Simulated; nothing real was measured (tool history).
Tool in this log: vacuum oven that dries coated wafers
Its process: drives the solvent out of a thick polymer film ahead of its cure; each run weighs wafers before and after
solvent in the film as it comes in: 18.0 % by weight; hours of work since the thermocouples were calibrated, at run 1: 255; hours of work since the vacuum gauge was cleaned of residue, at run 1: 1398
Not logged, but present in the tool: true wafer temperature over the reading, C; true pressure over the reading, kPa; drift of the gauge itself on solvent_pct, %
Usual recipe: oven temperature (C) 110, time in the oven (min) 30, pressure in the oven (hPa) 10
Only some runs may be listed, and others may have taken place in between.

run,hour,oven temperature (C),time in the oven (min),pressure in the oven (hPa),hours of work since the thermocouples were calibrated,hours of work since the vacuum gauge was cleaned of residue,solvent left in the film (%)
1,0,110,30,10,255,1398,3.15
2,119.4,110,30,10,338,1482,3.22
3,171.7,110,30,10,375,1518,3.21
4,268.6,110,30,10,442,1585,3.28
5,352.7,110,30,10,501,1644,3.36
6,455,110,30,10,572,1715,3.48
7,561.5,110,30,10,646,1789,3.52
8,681.1,110,30,10,729,1873,3.57
9,800.7,110,30,10,813,1956,3.59
10,889.5,110,30,10,875,2018,3.5
11,994.3,110,36,10,948,2091,2.9
12,1077,110,36,6.2,1005,2149,2.72
13,1155.1,110,36,6.2,1060,2203,2.76
# hour 1164.7: oven's thermocouples calibrated
14,1216.8,110,30,10,36,2244,4.06
15,1329.4,110,30,10,115,2323,4.04
16,1431.8,100,30,10,186,2394,7.17
# hour 1455.9: oven's thermocouples calibrated, once more
17,1509,100,30,10,37,2447,6.32
18,1610.2,110,30,10,107,2517,3.39
19,1686.5,110,30,10,161,2570,3.4
20,1751,110,47,10,206,2615,2.02
21,1836,110,47,10,265,2674,2.13
22,1922.6,110,30,10,325,2735,3.54
23,2011.1,112,30,10,387,2796,3.03
24,2086,110,17,17.9,439,2849,6.59
25,2184.3,111,34,5.3,507,2917,2.71
26,2287.7,111,34,5.3,579,2989,2.77
27,2342.3,110,30,5.6,617,3027,3.36
28,2422.9,110,17,10,674,3083,6.54
29,2497.6,110,17,10,726,3135,6.53
30,2588.1,110,30,10,789,3198,3.77
31,2643.5,113,37,10,827,3237,2.39
32,2716.3,100,37,10,878,3288,6.07
# hour 2735.9: vacuum gauge cleaned of residue and calibrated
33,2820.4,100,37,10,949,59,5.12
34,2897.5,110,45,10,1003,113,1.64
# hour 2989.4: oven's thermocouples calibrated
35,2993.9,110,36,17.6,3,178,2.66
36,3092.4,118,28,10,72,247,1.58
37,3165.6,118,28,10,123,298,1.66
38,3264.3,118,28,10,191,367,1.68
39,3347.9,95,27,10,250,425,8.31
40,3444.3,95,27,10,317,492,8.16
41,3524.3,119,28,15.1,373,548,1.78
42,3607.2,108,21,23.8,430,605,6.02
43,3667.8,108,21,23.8,472,648,6.13
44,3774.4,116,21,23.8,547,722,3.75
45,3838.5,110,30,21.8,591,767,3.87
46,3945.8,106,30,10,666,841,4.56

A few steps of solvent left in the film (%) between consecutive runs. Split each: what settings, incoming material and random variation would produce without the hidden state, and what is left over for the hidden state, along with gauge scatter present in only one of the two compared results (measured, and without hidden state):
Run 16 -> 17: oven's thermocouples calibrated, once more. solvent left in the film (%) -0.85: hidden state -0.87, all else +0.02.
Run 31 -> 32: oven temperature (C) 113 -> 100. solvent left in the film (%) +3.68: hidden state +0.44, all else +3.24.
Run 32 -> 33: vacuum gauge cleaned of residue and calibrated. solvent left in the film (%) -0.95: hidden state -0.86, all else -0.09.
Run 38 -> 39: oven temperature (C) 118 -> 95, time in the oven (min) 28 -> 27. solvent left in the film (%) +6.63: hidden state +0.17, all else +6.46.
Run 40 -> 41: oven temperature (C) 95 -> 119, time in the oven (min) 27 -> 28, pressure in the oven (hPa) 10 -> 15.1. solvent left in the film (%) -6.38: hidden state -0.14, all else -6.24.
Run 41 -> 42: oven temperature (C) 119 -> 108, time in the oven (min) 28 -> 21, pressure in the oven (hPa) 15.1 -> 23.8. solvent left in the film (%) +4.24: hidden state +0.19, all else +4.05.

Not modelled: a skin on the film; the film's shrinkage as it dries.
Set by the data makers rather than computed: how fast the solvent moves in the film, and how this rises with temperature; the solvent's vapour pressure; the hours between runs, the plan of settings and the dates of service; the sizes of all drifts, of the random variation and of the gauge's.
